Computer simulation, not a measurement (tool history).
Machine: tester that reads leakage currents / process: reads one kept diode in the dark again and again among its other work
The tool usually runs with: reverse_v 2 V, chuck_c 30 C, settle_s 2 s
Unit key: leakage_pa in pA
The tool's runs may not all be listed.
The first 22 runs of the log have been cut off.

| run | hour | reverse_v | chuck_c | settle_s | leakage_pa |
|---|---|---|---|---|---|
| 23 | 770.1 | 2 | 39 | 2 | 227.75 |
| 24 | 811.1 | 1.9 | 33 | 9.22 | 144.14 |
| 25 | 842.3 | 1.9 | 33 | 9.22 | 143.06 |
| 26 | 861.2 | 10.86 | 30 | 2.3 | 302.99 |
| 27 | 887.7 | 2 | 45 | 2 | 337.82 |
| 28 | 906.8 | 2 | 45 | 2 | 337.53 |
| 29 | 945.2 | 3.02 | 47 | 0.34 | 486.69 |
| 30 | 976.7 | 4.88 | 32 | 2 | 221.82 |
|  | 1005.4 | chuck's temperature calibrated |
| 31 | 1020.2 | 4.88 | 32 | 2 | 257.77 |
| 32 | 1057.1 | 4.88 | 32 | 2 | 255.49 |
| 33 | 1091.1 | 4.88 | 32 | 2 | 256.48 |
| 34 | 1128.1 | 10.96 | 27 | 2 | 277.14 |
| 35 | 1166.8 | 13.47 | 32 | 2 | 445.28 |
| 36 | 1187.4 | 2.29 | 24 | 0.91 | 91.55 |
| 37 | 1215.5 | 2.29 | 24 | 0.91 | 90.94 |
| 38 | 1238.4 | 2.29 | 24 | 0.91 | 90.92 |
| 39 | 1279.2 | 2 | 24 | 1.91 | 83.29 |

Predict each of these 4 candidate next runs independently; none follows another, all start after run 39:
| A | 1314 | 18.04 | 30 | 7.24 | ? |
| B | 1314 | 4.39 | 50 | 8.06 | ? |
| C | 1314 | 1.71 | 30 | 1.9 | ? |
| D | 1314 | 1.34 | 24 | 1.91 | ? |

| run | leakage_pa |
|---|---|
| A | 444.72 |
| B | 791.82 |
| C | 119.08 |
| D | 66.39 |
Had the tool no hidden state, the same runs would have come out as:
| run | leakage_pa |
|---|---|
| A | 461.19 |
| B | 824.09 |
| C | 124.14 |
| D | 69.21 |
